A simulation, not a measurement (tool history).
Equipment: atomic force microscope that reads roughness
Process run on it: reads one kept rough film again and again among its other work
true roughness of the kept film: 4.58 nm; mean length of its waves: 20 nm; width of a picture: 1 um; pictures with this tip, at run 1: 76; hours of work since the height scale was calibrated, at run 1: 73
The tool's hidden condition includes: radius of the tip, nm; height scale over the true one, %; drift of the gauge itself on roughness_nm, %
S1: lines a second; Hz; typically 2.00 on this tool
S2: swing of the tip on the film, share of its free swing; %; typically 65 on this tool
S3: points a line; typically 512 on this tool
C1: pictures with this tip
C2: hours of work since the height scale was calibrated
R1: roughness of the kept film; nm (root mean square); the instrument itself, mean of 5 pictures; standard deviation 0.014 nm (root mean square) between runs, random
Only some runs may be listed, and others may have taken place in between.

run 1 hour=0.0 | S1=2.00 S2=65 S3=512 | C1=76 C2=73 | R1=3.282
run 2 hour=15.0 | S1=1.68 S2=65 S3=512 | C1=99 C2=85 | R1=3.305
run 3 hour=25.1 | S1=2.00 S2=56 S3=512 | C1=114 C2=93 | R1=3.349
run 4 hour=36.3 | S1=2.00 S2=56 S3=512 | C1=132 C2=101 | R1=3.365
run 5 hour=47.7 | S1=2.00 S2=56 S3=512 | C1=149 C2=110 | R1=3.366
run 6 hour=69.8 | S1=2.00 S2=56 S3=705 | C1=184 C2=127 | R1=3.348
run 7 hour=82.6 | S1=2.00 S2=56 S3=705 | C1=203 C2=137 | R1=3.351
run 8 hour=94.3 | S1=2.00 S2=56 S3=705 | C1=221 C2=146 | R1=3.367
run 9 hour=111.3 | S1=2.00 S2=56 S3=705 | C1=248 C2=159 | R1=3.378
-- hour=120.5 new tip fitted
run 10 hour=133.3 | S1=2.00 S2=56 S3=705 | C1=20 C2=175 | R1=3.383
run 11 hour=147.7 | S1=2.00 S2=56 S3=705 | C1=42 C2=186 | R1=3.359
run 12 hour=163.9 | S1=0.80 S2=68 S3=479 | C1=67 C2=199 | R1=3.390
run 13 hour=176.7 | S1=0.80 S2=68 S3=479 | C1=87 C2=209 | R1=3.352
run 14 hour=195.5 | S1=1.33 S2=68 S3=691 | C1=116 C2=223 | R1=3.312
run 15 hour=209.4 | S1=1.33 S2=68 S3=691 | C1=138 C2=234 | R1=3.315
run 16 hour=226.8 | S1=1.63 S2=71 S3=307 | C1=165 C2=247 | R1=3.204
run 17 hour=243.9 | S1=2.00 S2=62 S3=512 | C1=191 C2=260 | R1=3.309
run 18 hour=258.9 | S1=2.00 S2=62 S3=512 | C1=214 C2=272 | R1=3.317
run 19 hour=276.5 | S1=2.00 S2=62 S3=512 | C1=241 C2=285 | R1=3.280

3 options for the next run, each taken on its own from the tool as it stands now. Forecast them:
-- hour=289.7 new tip fitted
run A hour=291.6 | S1=0.96 S2=83 S3=799 | C1=3 C2=296 | R1=?
-- hour=289.7 new tip fitted
run B hour=291.6 | S1=0.88 S2=62 S3=1003 | C1=3 C2=296 | R1=?
-- hour=289.7 new tip fitted
run C hour=291.6 | S1=3.83 S2=74 S3=737 | C1=3 C2=296 | R1=?

run=A R1=3.279
run=B R1=3.380
run=C R1=3.030
Without the tool's unlogged condition, the same runs would have read:
run=A R1=3.281
run=B R1=3.382
run=C R1=3.031
